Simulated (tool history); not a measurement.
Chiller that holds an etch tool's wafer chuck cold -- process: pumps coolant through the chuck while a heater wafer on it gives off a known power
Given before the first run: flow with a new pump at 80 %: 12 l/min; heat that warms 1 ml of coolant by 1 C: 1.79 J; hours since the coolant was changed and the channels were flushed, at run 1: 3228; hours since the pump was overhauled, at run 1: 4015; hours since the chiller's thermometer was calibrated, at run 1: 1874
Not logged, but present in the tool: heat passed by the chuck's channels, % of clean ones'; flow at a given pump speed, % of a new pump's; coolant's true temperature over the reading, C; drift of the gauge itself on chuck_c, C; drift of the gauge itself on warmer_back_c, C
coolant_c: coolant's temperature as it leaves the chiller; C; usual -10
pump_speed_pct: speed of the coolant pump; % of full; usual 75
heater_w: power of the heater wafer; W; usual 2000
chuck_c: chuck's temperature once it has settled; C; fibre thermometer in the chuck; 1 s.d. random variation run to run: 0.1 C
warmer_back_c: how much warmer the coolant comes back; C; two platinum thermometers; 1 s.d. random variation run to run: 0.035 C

| run | hour | coolant_c | pump_speed_pct | heater_w | hours since the coolant was changed and the channels were flushed | hours since the pump was overhauled | hours since the chiller's thermometer was calibrated | chuck_c | warmer_back_c |
|---|---|---|---|---|---|---|---|---|---|
| 1 | 0 | -10 | 75 | 2000 | 3228 | 4015 | 1874 | 4.9 | 6.07 |
| 2 | 85.1 | -10 | 75 | 2000 | 3313 | 4101 | 1959 | 5.1 | 5.96 |
| 3 | 146.7 | -2 | 75 | 2000 | 3375 | 4162 | 2021 | 12.9 | 5.98 |
| 4 | 258.7 | -2 | 75 | 2000 | 3487 | 4274 | 2133 | 13.2 | 6.04 |
| 5 | 318.4 | -10 | 75 | 2000 | 3547 | 4334 | 2193 | 5.3 | 6.05 |
| 6 | 401.3 | -10 | 75 | 2000 | 3629 | 4417 | 2275 | 5 | 6.05 |
| 7 | 517 | -10 | 75 | 2000 | 3745 | 4532 | 2391 | 5 | 6.04 |
| 8 | 622.5 | -10 | 75 | 2000 | 3851 | 4638 | 2497 | 5 | 5.96 |
| 9 | 724.8 | -10 | 75 | 2000 | 3953 | 4740 | 2599 | 5 | 6.08 |
| 10 | 808.5 | -10 | 75 | 2000 | 4037 | 4824 | 2683 | 5.1 | 6.02 |
| 11 | 941.5 | -10 | 75 | 2000 | 4170 | 4957 | 2816 | 4.8 | 5.97 |
| 12 | 1023.6 | -10 | 75 | 2000 | 4252 | 5039 | 2898 | 5 | 6.02 |
| 13 | 1092 | -10 | 75 | 2000 | 4320 | 5107 | 2966 | 5.2 | 5.99 |
| 14 | 1206.3 | -9 | 75 | 2000 | 4434 | 5222 | 3080 | 6.1 | 6.01 |
| 15 | 1296.9 | 0 | 91 | 2000 | 4525 | 5312 | 3171 | 13 | 4.86 |
| 16 | 1371.6 | -9 | 97 | 1597 | 4600 | 5387 | 3246 | 1.1 | 3.57 |
| 17 | 1478.6 | -18 | 64 | 2472 | 4707 | 5494 | 3353 | 2.9 | 8.91 |
| 18 | 1534.9 | -6 | 64 | 1517 | 4763 | 5550 | 3409 | 6.7 | 5.46 |
| 19 | 1654.9 | -6 | 64 | 1517 | 4883 | 5670 | 3529 | 6.9 | 5.45 |
|  | 1679.6 | coolant changed, channels flushed |
| 20 | 1796.1 | -11 | 71 | 1007 | 116 | 5806 | 3664 | -3.3 | 3.17 |
| 21 | 1920.6 | -11 | 71 | 1007 | 241 | 5930 | 3789 | -2.9 | 3.28 |
| 22 | 2042.9 | -1 | 100 | 1084 | 363 | 6052 | 3911 | 5.7 | 2.36 |
| 23 | 2122.7 | -1 | 100 | 1084 | 443 | 6132 | 3991 | 5.7 | 2.36 |
| 24 | 2190.5 | -12 | 75 | 1139 | 511 | 6200 | 4059 | -3.5 | 3.42 |
| 25 | 2279.3 | -11 | 63 | 2707 | 600 | 6289 | 4147 | 11.9 | 9.94 |
| 26 | 2370.6 | -11 | 63 | 2707 | 691 | 6380 | 4239 | 11.9 | 9.94 |
| 27 | 2461.9 | -10 | 75 | 1525 | 782 | 6471 | 4330 | 1.5 | 4.59 |

Alternative continuations, all from the tool just after run 27; predict every row:
| A | 2534.1 | -1 | 75 | 2480 | 855 | 6544 | 4402 | ? | ? |
| B | 2534.1 | -8 | 75 | 2000 | 855 | 6544 | 4402 | ? | ? |
| C | 2534.1 | -14 | 86 | 1901 | 855 | 6544 | 4402 | ? | ? |

| run | chuck_c | warmer_back_c |
|---|---|---|
| A | 17.7 | 7.52 |
| B | 6.9 | 6.04 |
| C | -1 | 4.87 |
Without the tool's hidden state the same runs would have given:
| run | chuck_c | warmer_back_c |
|---|---|---|
| A | 17.7 | 7.5 |
| B | 6.9 | 6.03 |
| C | -1 | 4.86 |
